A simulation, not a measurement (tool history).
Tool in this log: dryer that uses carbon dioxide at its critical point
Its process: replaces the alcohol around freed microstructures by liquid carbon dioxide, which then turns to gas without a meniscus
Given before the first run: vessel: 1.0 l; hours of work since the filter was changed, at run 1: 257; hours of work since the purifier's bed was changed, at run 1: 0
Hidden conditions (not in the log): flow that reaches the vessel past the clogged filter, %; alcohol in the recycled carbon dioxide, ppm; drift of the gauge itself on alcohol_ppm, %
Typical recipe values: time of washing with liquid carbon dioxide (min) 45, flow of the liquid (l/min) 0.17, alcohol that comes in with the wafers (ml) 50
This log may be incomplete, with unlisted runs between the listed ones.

| run | hour | time of washing with liquid carbon dioxide (min) | flow of the liquid (l/min) | alcohol that comes in with the wafers (ml) | hours of work since the filter was changed | hours of work since the purifier's bed was changed | alcohol left in the vessel before it's heated (ppm by volume) |
|---|---|---|---|---|---|---|---|
| 1 | 0 | 45 | 0.17 | 50 | 257 | 0 | 180 |
| 2 | 5.9 | 45 | 0.17 | 50 | 259 | 2 | 169 |
| 3 | 15 | 45 | 0.17 | 50 | 261 | 5 | 179 |
| 4 | 19.9 | 45 | 0.17 | 50 | 263 | 7 | 161 |
| 5 | 27.7 | 45 | 0.17 | 50 | 265 | 9 | 169 |
| 6 | 37.5 | 45 | 0.17 | 50 | 268 | 12 | 171 |
| 7 | 45.3 | 45 | 0.17 | 50 | 271 | 14 | 177 |
| 8 | 54.5 | 45 | 0.17 | 50 | 274 | 17 | 175 |
| 9 | 58.6 | 45 | 0.17 | 50 | 275 | 19 | 170 |
| 10 | 63.4 | 45 | 0.17 | 50 | 277 | 20 | 171 |
| 11 | 68.3 | 45 | 0.17 | 50 | 278 | 22 | 167 |
| 12 | 75.7 | 45 | 0.17 | 50 | 280 | 24 | 187 |
| 13 | 80.7 | 45 | 0.17 | 50 | 282 | 26 | 178 |
| 14 | 87.4 | 45 | 0.17 | 50 | 284 | 28 | 187 |
| 15 | 97 | 45 | 0.17 | 50 | 287 | 31 | 186 |
| 16 | 104.8 | 45 | 0.17 | 50 | 290 | 33 | 180 |
| 17 | 114 | 45 | 0.17 | 46 | 292 | 36 | 168 |
| 18 | 119 | 45 | 0.17 | 46 | 294 | 38 | 166 |
| 19 | 124.7 | 45 | 0.205 | 50 | 296 | 39 | 53 |
| 20 | 129.3 | 45 | 0.265 | 50 | 297 | 41 | 18 |
| 21 | 137.9 | 45 | 0.265 | 50 | 300 | 43 | 27 |
| 22 | 147.1 | 45 | 0.265 | 50 | 303 | 46 | 11 |
| 23 | 152.8 | 36 | 0.17 | 114 | 305 | 48 | 1225 |
| 24 | 159 | 36 | 0.17 | 114 | 307 | 50 | 1254 |
| 25 | 167 | 45 | 0.146 | 97 | 309 | 53 | 749 |
| 26 | 175.4 | 45 | 0.237 | 27 | 312 | 55 | 21 |
| 27 | 180.3 | 43 | 0.152 | 88 | 313 | 57 | 710 |
| 28 | 187.1 | 43 | 0.121 | 22 | 315 | 59 | 471 |
| 29 | 192.9 | 43 | 0.121 | 22 | 317 | 61 | 486 |
| 30 | 201.3 | 53 | 0.17 | 25 | 320 | 63 | 48 |
| 31 | 207.6 | 53 | 0.17 | 25 | 322 | 65 | 56 |
| 32 | 215.6 | 31 | 0.17 | 21 | 324 | 68 | 444 |
| 33 | 220.5 | 45 | 0.166 | 63 | 326 | 69 | 275 |
| 34 | 228.3 | 60 | 0.192 | 30 | 328 | 72 | 18 |
| 35 | 233.8 | 65 | 0.192 | 107 | 330 | 73 | 29 |
| 36 | 243.5 | 65 | 0.192 | 107 | 333 | 76 | 23 |
| 37 | 250.8 | 65 | 0.192 | 23 | 335 | 79 | 14 |
| 38 | 258.3 | 65 | 0.192 | 23 | 338 | 81 | 16 |
| 39 | 264.6 | 65 | 0.192 | 23 | 340 | 83 | 10 |
| 40 | 271.5 | 36 | 0.113 | 23 | 342 | 85 | 1165 |
| 41 | 276 | 33 | 0.241 | 50 | 343 | 87 | 161 |

Below are 3 alternative next runs, each starting from the tool's condition after run 41. Predict each:
| A | 283.1 | 56 | 0.216 | 91 | 345 | 89 | ? |
| B | 283.1 | 42 | 0.141 | 119 | 345 | 89 | ? |
| C | 283.1 | 34 | 0.141 | 24 | 345 | 89 | ? |

| run | alcohol left in the vessel before it's heated (ppm by volume) |
|---|---|
| A | 37 |
| B | 1533 |
| C | 724 |
With the hidden condition removed and each run's random variation left untouched, the same runs would have given:
| run | alcohol left in the vessel before it's heated (ppm by volume) |
|---|---|
| A | 22 |
| B | 1169 |
| C | 576 |
